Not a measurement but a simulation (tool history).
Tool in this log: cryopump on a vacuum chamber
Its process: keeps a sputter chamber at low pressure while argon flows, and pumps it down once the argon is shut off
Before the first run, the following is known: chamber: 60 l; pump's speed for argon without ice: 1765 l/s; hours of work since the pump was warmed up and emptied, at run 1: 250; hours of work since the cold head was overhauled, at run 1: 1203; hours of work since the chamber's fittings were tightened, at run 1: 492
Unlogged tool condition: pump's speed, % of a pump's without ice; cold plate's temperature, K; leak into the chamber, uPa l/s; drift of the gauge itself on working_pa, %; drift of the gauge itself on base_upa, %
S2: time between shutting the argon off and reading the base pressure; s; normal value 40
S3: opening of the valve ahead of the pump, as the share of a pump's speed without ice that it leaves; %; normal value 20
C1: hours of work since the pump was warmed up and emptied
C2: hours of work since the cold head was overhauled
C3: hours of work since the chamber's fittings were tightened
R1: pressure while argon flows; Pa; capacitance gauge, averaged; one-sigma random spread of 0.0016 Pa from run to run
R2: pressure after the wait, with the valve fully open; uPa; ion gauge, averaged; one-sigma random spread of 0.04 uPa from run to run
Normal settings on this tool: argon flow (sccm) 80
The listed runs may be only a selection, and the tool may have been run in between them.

Run 1, hour 0.0: usual settings; C1 250; C2 1203; C3 492. Result: R1 0.3934 Pa, R2 3.02 uPa.
Run 2, hour 69.3: usual settings but S2 208 s; C1 303; C2 1256; C3 545. Result: R1 0.3962 Pa, R2 1.47 uPa.
Run 3, hour 110.2: usual settings; C1 334; C2 1287; C3 576. Result: R1 0.4008 Pa, R2 3.23 uPa.
Run 4, hour 162.8: usual settings; C1 374; C2 1327; C3 616. Result: R1 0.3991 Pa, R2 3.22 uPa.
Run 5, hour 193.5: usual settings but S3 16 %; C1 397; C2 1350; C3 640. Result: R1 0.4978 Pa, R2 3.39 uPa.
Run 6, hour 229.1: usual settings but S3 16 %; C1 424; C2 1377; C3 667. Result: R1 0.5003 Pa, R2 3.48 uPa.
At hour 251.6: pump warmed up, emptied and cooled again.
Run 7, hour 288.3: usual settings but S3 16 %; C1 28; C2 1418; C3 708. Result: R1 0.4812 Pa, R2 3.26 uPa.
Run 8, hour 359.7: usual settings but argon flow (sccm) 81, S3 27 %; C1 82; C2 1473; C3 762. Result: R1 0.2947 Pa, R2 3.34 uPa.
Run 9, hour 395.8: usual settings but S2 109 s; C1 110; C2 1500; C3 789. Result: R1 0.3880 Pa, R2 2.00 uPa.
Run 10, hour 437.5: usual settings but argon flow (sccm) 99, S3 18 %; C1 141; C2 1532; C3 821. Result: R1 0.5370 Pa, R2 3.44 uPa.
Run 11, hour 479.3: usual settings but argon flow (sccm) 117, S2 46 s, S3 18 %; C1 173; C2 1564; C3 853. Result: R1 0.6395 Pa, R2 3.24 uPa.

Across each entry between runs, compare the hidden state at the last listed run before it with the hidden state at the first listed run after it:
Between runs 6 and 7: pump warmed up, emptied and cooled again (hour 251.6)
  pump's speed, % of a pump's without ice: 80.2 -> 97.6; cold plate's temperature, K: 13.01 -> 13.04; leak into the chamber, uPa l/s: 1818 -> 1895
  measured value less the no-hidden-state value, R1: +0.0208 -> +0.0036 Pa; R2: +1.16 -> +0.95 uPa

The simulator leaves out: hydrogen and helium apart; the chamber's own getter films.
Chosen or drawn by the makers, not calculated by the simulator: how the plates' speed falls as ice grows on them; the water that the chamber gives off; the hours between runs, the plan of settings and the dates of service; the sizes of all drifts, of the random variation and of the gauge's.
